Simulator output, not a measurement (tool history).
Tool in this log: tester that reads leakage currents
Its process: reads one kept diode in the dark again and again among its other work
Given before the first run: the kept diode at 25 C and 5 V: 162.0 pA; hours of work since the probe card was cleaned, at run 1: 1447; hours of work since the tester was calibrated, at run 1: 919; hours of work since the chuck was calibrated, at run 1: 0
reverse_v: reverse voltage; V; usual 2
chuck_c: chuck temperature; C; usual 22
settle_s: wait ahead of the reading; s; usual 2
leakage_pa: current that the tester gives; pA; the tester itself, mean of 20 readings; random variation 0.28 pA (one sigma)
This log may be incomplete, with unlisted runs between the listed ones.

run      day  reverse_v  chuck_c  settle_s  hours of work since the probe card was cleaned  hours of work since the tester was calibrated  hours of work since the chuck was calibrated  leakage_pa
  1        0          2       22         2                                            1447                                            919                                             0       90.82
  2    4.162          2       22         2                                            1499                                            971                                            52       90.71
  3    9.171          2       22         2                                            1562                                           1034                                           115       90.35
  4   12.396          2       22         2                                            1602                                           1074                                           155       91.02
  5   14.767          2       27         2                                            1632                                           1104                                           185      133.24
  6   19.675          2       22         2                                            1693                                           1166                                           247       90.53
  7   24.171       6.49       22         2                                            1750                                           1222                                           303      141.94
  8   29.388       6.49       22         2                                            1815                                           1287                                           368      141.96
  9   32.062       6.49       22         2                                            1849                                           1321                                           402      142.33
 10   34.975       7.88       22         2                                            1885                                           1357                                           438      152.77
 11   39.871       7.88       22         2                                            1946                                           1419                                           500      152.96
 12   43.517       7.88       22         2                                            1992                                           1464                                           546         152
 13   47.808       7.88       22         2                                            2046                                           1518                                           599      152.28
 14   51.838       7.88       22         2                                            2096                                           1569                                           650      153.83
 15   54.608          2       22         2                                            2131                                           1603                                           685       90.05
 16   57.912          2       22         2                                            2173                                           1645                                           726       90.77
 17   62.575       1.22       54      1.02                                            2231                                           1703                                           784      720.49
      64.046  -- chuck's temperature calibrated
 18   65.467      14.41       34      5.97                                            2266                                           1739                                            18      472.69
 19   69.688          2       22       7.1                                            2319                                           1791                                            71       90.77
 20   74.212          2       28      6.35                                            2376                                           1848                                           127      143.55
 21   76.812          2       29         2                                            2408                                           1881                                           160      154.44
 22   81.754       1.31       34      6.74                                            2470                                           1943                                           222      189.98
 23   85.646       9.11       51      2.13                                            2519                                           1992                                           271     1271.93
 24   88.508       9.11       34      2.13                                            2555                                           2027                                           307      398.66
 25   93.204       5.42       24      1.12                                            2614                                           2086                                           366       155.8
 26   97.942       5.42       24      1.12                                            2673                                           2146                                           425      155.59
 27  100.992       1.88       48         4                                            2712                                           2184                                           463      571.41
 28  104.704       3.12       45      0.69                                            2758                                           2230                                           510      572.71
 29  108.729      12.25       48      6.51                                            2809                                           2281                                           560     1168.26
 30  111.329       2.52       48      4.87                                            2841                                           2314                                           593      639.34

Results per run with the tool's hidden condition removed, run-to-run variation unchanged:
The tool's hidden condition here consists of: stray current of the dirty probe card, pA a volt; current scale over the true one, %; true chuck temperature over the reading, C; drift of the gauge itself on leakage_pa, %.
run  leakage_pa
  1        90.8
  2        90.7
  3       90.35
  4       91.03
  5      133.27
  6       90.55
  7      141.95
  8      141.99
  9      142.37
 10      152.81
 11      153.02
 12      152.07
 13      152.36
 14      153.93
 15       90.16
 16       90.89
 17      721.54
 18       472.5
 19       90.76
 20      143.57
 21      154.47
 22      190.06
 23     1272.51
 24      398.77
 25      155.83
 26      155.64
 27      571.92
 28      573.25
 29     1169.32
 30      640.06
